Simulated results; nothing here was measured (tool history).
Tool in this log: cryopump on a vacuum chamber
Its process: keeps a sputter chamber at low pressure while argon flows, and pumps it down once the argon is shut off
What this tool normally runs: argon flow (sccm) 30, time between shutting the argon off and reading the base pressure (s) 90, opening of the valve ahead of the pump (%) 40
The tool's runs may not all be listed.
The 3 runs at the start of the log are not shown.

run	hour	argon flow (sccm)	time between shutting the argon off and reading the base pressure (s)	opening of the valve ahead of the pump (%)	pressure while argon flows (Pa)	pressure after the wait (uPa)
4	52.9	30	90	40	0.1176	1.69
5	68.9	30	90	40	0.1176	1.75
6	83.8	30	21	40	0.1190	6.05
7	96.1	30	21	40	0.1200	6.15
8	107.4	30	21	40	0.1187	6.13
9	121.8	30	21	40	0.1190	6.20
10	137.4	30	21	40	0.1197	6.04
11	151.7	30	21	40	0.1203	6.10
12	167.2	30	21	40	0.1209	6.25
13	184.0	30	21	40	0.1222	6.33
14	202.9	30	48	40	0.1193	3.08
15	220.8	30	90	40	0.1207	1.84
16	232.8	30	90	40	0.1207	1.91

What will run 17 give?
17	253.6	22	90	40	?	?

{"run 17": {"pressure while argon flows (Pa)": 0.0891, "pressure after the wait (uPa)": 1.95}}
The same run, on a tool lacking any hidden state, would have yielded pressure while argon flows (Pa) 0.0846, pressure after the wait (uPa) 1.65.
